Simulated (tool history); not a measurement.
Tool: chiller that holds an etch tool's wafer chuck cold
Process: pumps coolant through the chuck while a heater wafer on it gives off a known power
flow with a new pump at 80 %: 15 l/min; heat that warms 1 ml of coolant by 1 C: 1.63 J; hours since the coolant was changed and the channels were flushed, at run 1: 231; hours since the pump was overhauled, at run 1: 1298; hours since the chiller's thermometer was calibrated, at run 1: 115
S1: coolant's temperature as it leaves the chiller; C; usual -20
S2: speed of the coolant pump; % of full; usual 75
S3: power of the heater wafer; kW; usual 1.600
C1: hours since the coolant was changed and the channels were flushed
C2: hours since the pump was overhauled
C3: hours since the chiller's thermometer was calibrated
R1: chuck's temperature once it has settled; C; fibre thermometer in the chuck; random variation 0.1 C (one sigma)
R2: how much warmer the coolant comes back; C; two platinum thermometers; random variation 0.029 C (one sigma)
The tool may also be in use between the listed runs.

run 1 day=0.000 | S1=-20 S2=75 S3=1.600 | C1=231 C2=1298 C3=115 | R1=-10.1 R2=4.20
run 2 day=1.408 | S1=-20 S2=75 S3=1.600 | C1=265 C2=1332 C3=149 | R1=-10.1 R2=4.21
run 3 day=3.317 | S1=-20 S2=75 S3=1.600 | C1=311 C2=1378 C3=195 | R1=-10.0 R2=4.21
run 4 day=5.525 | S1=-20 S2=75 S3=1.600 | C1=364 C2=1430 C3=248 | R1=-10.4 R2=4.22
run 5 day=8.292 | S1=-20 S2=75 S3=1.600 | C1=431 C2=1497 C3=314 | R1=-10.3 R2=4.19
run 6 day=11.217 | S1=-21 S2=75 S3=1.600 | C1=501 C2=1567 C3=384 | R1=-11.0 R2=4.17
run 7 day=14.238 | S1=-21 S2=75 S3=1.600 | C1=573 C2=1640 C3=457 | R1=-11.1 R2=4.18
run 8 day=16.696 | S1=-20 S2=75 S3=1.600 | C1=632 C2=1699 C3=516 | R1=-10.2 R2=4.20
run 9 day=19.412 | S1=-20 S2=75 S3=1.600 | C1=697 C2=1764 C3=581 | R1=-10.1 R2=4.16

Run 10 comes next. What will it give?
run 10 day=21.621 | S1=-16 S2=71 S3=1.600 | C1=750 C2=1817 C3=634 | R1=? R2=?

Run 10 gave R1 -5.6 C, R2 4.47 C.
Without the tool's hidden state the same run would have given R1 -5.6 C, R2 4.47 C.
